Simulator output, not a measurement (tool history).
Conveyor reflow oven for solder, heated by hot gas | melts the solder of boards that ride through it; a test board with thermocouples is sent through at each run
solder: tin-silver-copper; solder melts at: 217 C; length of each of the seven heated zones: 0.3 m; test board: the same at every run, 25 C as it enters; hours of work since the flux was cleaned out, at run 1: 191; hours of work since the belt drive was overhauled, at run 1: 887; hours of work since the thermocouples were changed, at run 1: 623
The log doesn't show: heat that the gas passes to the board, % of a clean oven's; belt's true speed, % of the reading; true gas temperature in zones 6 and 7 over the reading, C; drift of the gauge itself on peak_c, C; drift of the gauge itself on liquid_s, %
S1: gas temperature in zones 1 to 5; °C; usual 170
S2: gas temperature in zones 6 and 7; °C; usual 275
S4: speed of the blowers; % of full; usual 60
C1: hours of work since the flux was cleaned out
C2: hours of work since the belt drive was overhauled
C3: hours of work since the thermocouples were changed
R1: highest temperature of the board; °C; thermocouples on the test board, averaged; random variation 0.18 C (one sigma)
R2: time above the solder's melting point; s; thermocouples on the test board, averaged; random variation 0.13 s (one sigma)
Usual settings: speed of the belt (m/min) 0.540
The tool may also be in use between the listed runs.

Run 1, hour 0.0: usual settings; C1 191; C2 887; C3 623. Result: R1 256.1 °C, R2 50.6 s.
Run 2, hour 50.8: usual settings; C1 225; C2 922; C3 658. Result: R1 255.7 °C, R2 50.4 s.
At hour 100.8: flux residue cleaned out of gas plates and filters.
Run 3, hour 104.4: usual settings; C1 2; C2 955; C3 691. Result: R1 256.2 °C, R2 50.4 s.
Run 4, hour 145.7: usual settings; C1 31; C2 983; C3 719. Result: R1 256.0 °C, R2 50.3 s.
Run 5, hour 218.6: usual settings; C1 80; C2 1033; C3 769. Result: R1 255.7 °C, R2 50.4 s.
Run 6, hour 282.9: usual settings; C1 124; C2 1077; C3 813. Result: R1 256.0 °C, R2 50.6 s.
Run 7, hour 347.3: usual settings but speed of the belt (m/min) 0.618; C1 168; C2 1121; C3 857. Result: R1 250.4 °C, R2 40.2 s.
Run 8, hour 378.8: usual settings but speed of the belt (m/min) 0.618; C1 190; C2 1142; C3 878. Result: R1 250.4 °C, R2 40.3 s.
Run 9, hour 423.7: usual settings but S2 278 °C; C1 220; C2 1173; C3 909. Result: R1 258.4 °C, R2 52.0 s.
At hour 467.5: belt drive overhauled, speed set with a stopwatch.
Run 10, hour 468.3: usual settings but S2 278 °C; C1 248; C2 1; C3 936. Result: R1 258.1 °C, R2 51.8 s.
At hour 483.4: flux residue cleaned out of gas plates and filters.
Run 11, hour 530.0: usual settings but S4 71 % of full; C1 32; C2 39; C3 975. Result: R1 258.2 °C, R2 52.2 s.
Run 12, hour 585.8: usual settings; C1 70; C2 77; C3 1013. Result: R1 255.8 °C, R2 50.5 s.
Run 13, hour 631.0: usual settings; C1 101; C2 108; C3 1044. Result: R1 255.9 °C, R2 50.3 s.
Run 14, hour 677.7: usual settings but S4 88 % of full; C1 133; C2 140; C3 1076. Result: R1 260.5 °C, R2 53.9 s.
Run 15, hour 723.0: usual settings but S1 182 °C, S2 270 °C, speed of the belt (m/min) 0.439, S4 56 % of full; C1 163; C2 171; C3 1107. Result: R1 258.9 °C, R2 69.8 s.
Run 16, hour 790.5: usual settings but speed of the belt (m/min) 0.462, S4 89 % of full; C1 210; C2 217; C3 1153. Result: R1 265.2 °C, R2 66.1 s.
Run 17, hour 820.8: usual settings but speed of the belt (m/min) 0.462, S4 89 % of full; C1 230; C2 238; C3 1174. Result: R1 265.0 °C, R2 66.3 s.
At hour 865.0: flux residue cleaned out of gas plates and filters.
Run 18, hour 886.2: usual settings but S2 286 °C, S4 88 % of full; C1 14; C2 279; C3 1215. Result: R1 270.9 °C, R2 58.3 s.
Run 19, hour 955.9: usual settings but S1 177 °C, S2 264 °C, S4 72 % of full; C1 62; C2 326; C3 1262. Result: R1 249.6 °C, R2 49.2 s.
Run 20, hour 992.6: usual settings but S1 162 °C, S2 264 °C, S4 55 % of full; C1 87; C2 351; C3 1287. Result: R1 243.3 °C, R2 39.3 s.
Run 21, hour 1041.7: usual settings but S2 278 °C, S4 76 % of full; C1 121; C2 385; C3 1321. Result: R1 261.4 °C, R2 53.9 s.
Run 22, hour 1084.3: usual settings but S1 180 °C, S2 271 °C, speed of the belt (m/min) 0.574, S4 67 % of full; C1 150; C2 414; C3 1350. Result: R1 253.7 °C, R2 49.0 s.
Run 23, hour 1133.0: usual settings but S4 51 % of full; C1 183; C2 447; C3 1383. Result: R1 253.4 °C, R2 48.3 s.
Run 24, hour 1182.7: usual settings but speed of the belt (m/min) 0.486, S4 67 % of full; C1 217; C2 481; C3 1417. Result: R1 260.5 °C, R2 59.8 s.
Run 25, hour 1223.4: usual settings but S1 169 °C, S2 280 °C, speed of the belt (m/min) 0.591, S4 77 % of full; C1 245; C2 509; C3 1445. Result: R1 259.7 °C, R2 47.8 s.

The next listed run, before its measurement:
At hour 1235.9: thermocouples of zones 6 and 7 changed.
At hour 1244.2: flux residue cleaned out of gas plates and filters.
Run 26, hour 1262.3: usual settings but S1 169 °C, S2 280 °C, speed of the belt (m/min) 0.518, S4 59 % of full; C1 12; C2 531; C3 15. Result: R1 ?, R2 ?.

{"run 26": {"R1": 261.2, "R2": 55.7}}
Without the tool's hidden state the same run would have given R1 261.2 °C, R2 55.6 s.

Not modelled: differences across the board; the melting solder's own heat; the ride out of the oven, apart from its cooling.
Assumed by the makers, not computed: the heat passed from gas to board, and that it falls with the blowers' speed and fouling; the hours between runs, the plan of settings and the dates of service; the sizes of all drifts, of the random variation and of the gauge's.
